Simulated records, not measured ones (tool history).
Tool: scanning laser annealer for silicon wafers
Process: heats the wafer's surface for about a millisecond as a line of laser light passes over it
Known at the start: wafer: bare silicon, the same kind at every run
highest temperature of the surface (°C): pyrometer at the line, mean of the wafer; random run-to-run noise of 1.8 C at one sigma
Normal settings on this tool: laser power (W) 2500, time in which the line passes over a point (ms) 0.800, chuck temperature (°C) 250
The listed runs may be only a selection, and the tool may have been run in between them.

run,hour,laser power (W),time in which the line passes over a point (ms),chuck temperature (°C),highest temperature of the surface (°C)
1,0.0,2500,0.800,250,1009
2,39.8,2500,0.800,250,1008
3,96.3,2500,0.800,250,1005
4,167.6,2500,0.800,250,999
5,245.6,2500,0.800,250,993
6,289.2,2500,0.800,250,995
7,351.3,2332,0.800,250,941
# hour 412.9: window over the wafer cleaned
8,414.9,2500,0.800,250,1010
9,458.7,2500,0.800,250,1005
10,517.2,2500,0.800,250,1005
11,588.6,2500,0.800,250,1002
12,655.1,2500,0.800,250,1001
13,732.3,2500,0.800,250,995
# hour 778.9: optics aligned, line set to its width
14,793.4,2500,0.800,212,960
15,862.4,2500,0.800,212,957
16,949.9,2500,0.800,250,991
# hour 978.7: window over the wafer cleaned
17,1029.0,2500,0.800,256,1017
18,1072.9,2500,0.800,286,1045
19,1157.8,2500,0.797,250,1004
20,1212.4,2500,0.797,250,1000
21,1294.7,2500,0.589,250,872
22,1381.6,2500,0.589,250,871
23,1434.1,2220,0.800,251,907
24,1523.4,2220,0.800,243,899
# hour 1537.2: window over the wafer cleaned
25,1566.2,2500,0.800,263,1021
26,1655.0,2263,0.928,250,990
27,1719.4,2500,0.800,282,1032
28,1802.2,2500,0.800,282,1029
29,1886.1,2557,0.704,234,937

What does the tool deliver on the next run?
30,1977.0,2557,0.704,234,?

highest temperature of the surface (°C): 933
If the tool had no hidden condition, the same run with the same run-to-run variation would have returned highest temperature of the surface (°C) 965.
